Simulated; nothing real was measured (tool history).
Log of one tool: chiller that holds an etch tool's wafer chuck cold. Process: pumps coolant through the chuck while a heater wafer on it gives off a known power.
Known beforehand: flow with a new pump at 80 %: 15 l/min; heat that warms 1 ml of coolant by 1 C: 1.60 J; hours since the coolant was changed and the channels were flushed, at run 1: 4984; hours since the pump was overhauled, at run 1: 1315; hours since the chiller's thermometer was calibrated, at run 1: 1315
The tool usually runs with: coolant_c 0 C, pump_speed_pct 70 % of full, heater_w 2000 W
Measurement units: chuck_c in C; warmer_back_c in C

run	day	coolant_c	pump_speed_pct	heater_w	hours since the coolant was changed and the channels were flushed	hours since the pump was overhauled	hours since the chiller's thermometer was calibrated	chuck_c	warmer_back_c
1	0	0	70	2000	4984	1315	1315	27.8	6.02
2	1.333	7	70	2000	5016	1347	1347	34.8	5.94
3	2.108	0	70	2965	5034	1366	1366	41.3	8.84
4	2.8	0	70	2965	5051	1382	1382	41.4	8.9
5	3.408	0	70	2965	5066	1397	1397	41.5	8.9
6	4.808	0	66	2000	5099	1430	1430	28.9	6.37
7	5.712	0	66	2000	5121	1452	1452	29.1	6.33
8	6.542	0	70	2000	5141	1472	1472	27.8	5.96
9	7.175	0	70	2000	5156	1487	1487	27.9	5.99
10	7.929	0	70	2000	5174	1505	1505	28	6.01
11	8.938	0	70	2000	5198	1530	1530	28	5.98
12	10.025	0	91	2000	5224	1556	1556	23.6	4.47
13	11.317	0	65	2000	5255	1587	1587	29.5	6.52
14	12.692	0	65	2000	5288	1620	1620	29.5	6.61
15	13.688	0	65	2000	5312	1644	1644	29.6	6.55
16	14.317	0	65	2000	5327	1659	1659	29.5	6.54
17	15.258	0	95	2000	5350	1681	1681	23	4.26
18	16.092	-7	64	2000	5370	1701	1701	23	6.64
19	16.842	0	71	1195	5388	1719	1719	16.7	3.51
20	17.675	2	77	2000	5408	1739	1739	28.5	5.44
21	18.425	0	65	2000	5426	1757	1757	29.8	6.5
22	19.521	5	82	2076	5452	1784	1784	31.4	5.18
23	20.529	-9	62	1300	5476	1808	1808	10.8	4.45
24	21.204	-9	62	1300	5493	1824	1824	10.9	4.49
25	21.792	-6	99	1182	5507	1838	1838	7.1	2.41
26	22.554	-6	99	1182	5525	1856	1856	7.1	2.42
27	23.529	-2	99	2414	5548	1880	1880	25.3	4.95
28	24.517	8	85	2414	5572	1903	1903	38	5.85
29	25.788	8	60	1295	5603	1934	1934	28.4	4.65
30	26.492	-7	72	1091	5619	1951	1951	8	3.19
31	27.788	0	72	1616	5651	1982	1982	22.5	4.76
32	28.483	1	91	2663	5667	1999	1999	33	6.02

Pick out some run-to-run changes in chuck_c. Of each, how much would a tool without hidden state show as well, from the settings, what came in and chance, and how much is left for the hidden state and any gauge scatter not in both results compared?
Unlogged tool condition in this case: heat passed by the chuck's channels, % of clean ones'; flow at a given pump speed, % of a new pump's; coolant's true temperature over the reading, C; drift of the gauge itself on chuck_c, C; drift of the gauge itself on warmer_back_c, C.
Run 2 -> 3: coolant_c 7 -> 0, heater_w 2000 -> 2965. chuck_c +6.5 C: hidden state +2.1, all else +4.4.
Run 18 -> 19: coolant_c -7 -> 0, pump_speed_pct 64 -> 71, heater_w 2000 -> 1195. chuck_c -6.3 C: hidden state -2.1, all else -4.2.
Run 22 -> 23: coolant_c 5 -> -9, pump_speed_pct 82 -> 62, heater_w 2076 -> 1300. chuck_c -20.6 C: hidden state -1.1, all else -19.5.
Run 26 -> 27: coolant_c -6 -> -2, heater_w 1182 -> 2414. chuck_c +18.2 C: hidden state +2.3, all else +15.9.
Run 29 -> 30: coolant_c 8 -> -7, pump_speed_pct 60 -> 72, heater_w 1295 -> 1091. chuck_c -20.4 C: hidden state -0.9, all else -19.5.
